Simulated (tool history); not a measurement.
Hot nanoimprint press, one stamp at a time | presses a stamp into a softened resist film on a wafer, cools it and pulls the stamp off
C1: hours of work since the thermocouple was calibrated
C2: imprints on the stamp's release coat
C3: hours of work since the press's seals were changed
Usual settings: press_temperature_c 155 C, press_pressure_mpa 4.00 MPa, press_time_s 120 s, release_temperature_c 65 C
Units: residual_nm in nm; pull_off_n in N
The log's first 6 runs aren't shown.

{"run": 7, "hour": 208.2, "press_temperature_c": 155, "press_pressure_mpa": 4.0, "press_time_s": 120, "release_temperature_c": 65, "C1": 268, "C2": 241, "C3": 196, "residual_nm": 111.7, "pull_off_n": 159}
{"run": 8, "hour": 243.8, "press_temperature_c": 155, "press_pressure_mpa": 4.0, "press_time_s": 120, "release_temperature_c": 65, "C1": 283, "C2": 320, "C3": 211, "residual_nm": 111.5, "pull_off_n": 165}
{"run": 9, "hour": 286.1, "press_temperature_c": 155, "press_pressure_mpa": 4.0, "press_time_s": 120, "release_temperature_c": 65, "C1": 301, "C2": 414, "C3": 228, "residual_nm": 112.1, "pull_off_n": 159}
{"run": 10, "hour": 320.7, "press_temperature_c": 155, "press_pressure_mpa": 4.0, "press_time_s": 213, "release_temperature_c": 65, "C1": 315, "C2": 490, "C3": 243, "residual_nm": 89.2, "pull_off_n": 150}
{"run": 11, "hour": 346.1, "press_temperature_c": 155, "press_pressure_mpa": 4.0, "press_time_s": 213, "release_temperature_c": 65, "C1": 326, "C2": 547, "C3": 253, "residual_nm": 88.1, "pull_off_n": 158}
{"run": 12, "hour": 364.2, "press_temperature_c": 155, "press_pressure_mpa": 4.0, "press_time_s": 213, "release_temperature_c": 65, "C1": 333, "C2": 587, "C3": 261, "residual_nm": 88.4, "pull_off_n": 164}
{"run": 13, "hour": 388.9, "press_temperature_c": 155, "press_pressure_mpa": 4.0, "press_time_s": 85, "release_temperature_c": 65, "C1": 344, "C2": 641, "C3": 271, "residual_nm": 126.4, "pull_off_n": 161}
{"run": 14, "hour": 430.3, "press_temperature_c": 155, "press_pressure_mpa": 4.0, "press_time_s": 85, "release_temperature_c": 65, "C1": 361, "C2": 733, "C3": 288, "residual_nm": 127.3, "pull_off_n": 154}
{"run": 15, "hour": 468.8, "press_temperature_c": 155, "press_pressure_mpa": 4.0, "press_time_s": 120, "release_temperature_c": 65, "C1": 377, "C2": 818, "C3": 304, "residual_nm": 111.8, "pull_off_n": 160}
{"run": 16, "hour": 493.5, "press_temperature_c": 163, "press_pressure_mpa": 4.0, "press_time_s": 68, "release_temperature_c": 65, "C1": 387, "C2": 873, "C3": 315, "residual_nm": 95.6, "pull_off_n": 162}
{"run": 17, "hour": 527.0, "press_temperature_c": 156, "press_pressure_mpa": 4.0, "press_time_s": 120, "release_temperature_c": 71, "C1": 401, "C2": 947, "C3": 329, "residual_nm": 106.2, "pull_off_n": 149}
{"run": 18, "hour": 545.6, "press_temperature_c": 155, "press_pressure_mpa": 5.59, "press_time_s": 120, "release_temperature_c": 71, "C1": 409, "C2": 988, "C3": 336, "residual_nm": 95.5, "pull_off_n": 153}
{"run": 19, "hour": 563.1, "press_temperature_c": 163, "press_pressure_mpa": 4.0, "press_time_s": 169, "release_temperature_c": 65, "C1": 416, "C2": 1027, "C3": 344, "residual_nm": 64.9, "pull_off_n": 164}
{"run": 20, "hour": 604.7, "press_temperature_c": 163, "press_pressure_mpa": 4.0, "press_time_s": 169, "release_temperature_c": 65, "C1": 434, "C2": 1120, "C3": 361, "residual_nm": 65.3, "pull_off_n": 159}
{"run": 21, "hour": 638.1, "press_temperature_c": 167, "press_pressure_mpa": 5.34, "press_time_s": 120, "release_temperature_c": 73, "C1": 448, "C2": 1193, "C3": 375, "residual_nm": 53.7, "pull_off_n": 150}
{"run": 22, "hour": 665.2, "press_temperature_c": 167, "press_pressure_mpa": 5.34, "press_time_s": 120, "release_temperature_c": 73, "C1": 459, "C2": 1254, "C3": 386, "residual_nm": 53.7, "pull_off_n": 150}
{"hour": 673.4, "done": "plate thermocouple calibrated"}
{"run": 23, "hour": 688.5, "press_temperature_c": 154, "press_pressure_mpa": 4.02, "press_time_s": 234, "release_temperature_c": 65, "C1": 6, "C2": 1298, "C3": 395, "residual_nm": 89.4, "pull_off_n": 159}
{"run": 24, "hour": 714.7, "press_temperature_c": 155, "press_pressure_mpa": 2.84, "press_time_s": 68, "release_temperature_c": 65, "C1": 17, "C2": 1356, "C3": 406, "residual_nm": 155.1, "pull_off_n": 156}
{"run": 25, "hour": 744.3, "press_temperature_c": 155, "press_pressure_mpa": 2.84, "press_time_s": 68, "release_temperature_c": 65, "C1": 30, "C2": 1422, "C3": 418, "residual_nm": 154.3, "pull_off_n": 161}
{"run": 26, "hour": 765.5, "press_temperature_c": 155, "press_pressure_mpa": 4.85, "press_time_s": 68, "release_temperature_c": 65, "C1": 38, "C2": 1469, "C3": 427, "residual_nm": 127.2, "pull_off_n": 156}
{"run": 27, "hour": 798.0, "press_temperature_c": 150, "press_pressure_mpa": 4.85, "press_time_s": 132, "release_temperature_c": 65, "C1": 52, "C2": 1541, "C3": 440, "residual_nm": 126.0, "pull_off_n": 157}
{"run": 28, "hour": 817.0, "press_temperature_c": 166, "press_pressure_mpa": 4.0, "press_time_s": 120, "release_temperature_c": 71, "C1": 60, "C2": 1583, "C3": 448, "residual_nm": 65.9, "pull_off_n": 157}
{"run": 29, "hour": 847.5, "press_temperature_c": 160, "press_pressure_mpa": 6.19, "press_time_s": 120, "release_temperature_c": 71, "C1": 73, "C2": 1651, "C3": 461, "residual_nm": 70.5, "pull_off_n": 157}
{"run": 30, "hour": 867.1, "press_temperature_c": 160, "press_pressure_mpa": 6.19, "press_time_s": 120, "release_temperature_c": 71, "C1": 81, "C2": 1694, "C3": 469, "residual_nm": 70.9, "pull_off_n": 157}

3 ways to go on from here, each from the tool as it stands after run 30. What would each give?
{"run": "A", "hour": 910.7, "press_temperature_c": 160, "press_pressure_mpa": 6.19, "press_time_s": 152, "release_temperature_c": 71, "C1": 99, "C2": 1791, "C3": 487, "residual_nm": "?", "pull_off_n": "?"}
{"run": "B", "hour": 910.7, "press_temperature_c": 161, "press_pressure_mpa": 4.0, "press_time_s": 86, "release_temperature_c": 65, "C1": 99, "C2": 1791, "C3": 487, "residual_nm": "?", "pull_off_n": "?"}
{"run": "C", "hour": 910.7, "press_temperature_c": 143, "press_pressure_mpa": 4.0, "press_time_s": 120, "release_temperature_c": 65, "C1": 99, "C2": 1791, "C3": 487, "residual_nm": "?", "pull_off_n": "?"}

run=A residual_nm=63.4 pull_off_n=154
run=B residual_nm=95.7 pull_off_n=166
run=C residual_nm=184.5 pull_off_n=166
Without the tool's hidden state the same runs would have given:
run=A residual_nm=63.4 pull_off_n=151
run=B residual_nm=95.7 pull_off_n=164
run=C residual_nm=184.5 pull_off_n=163
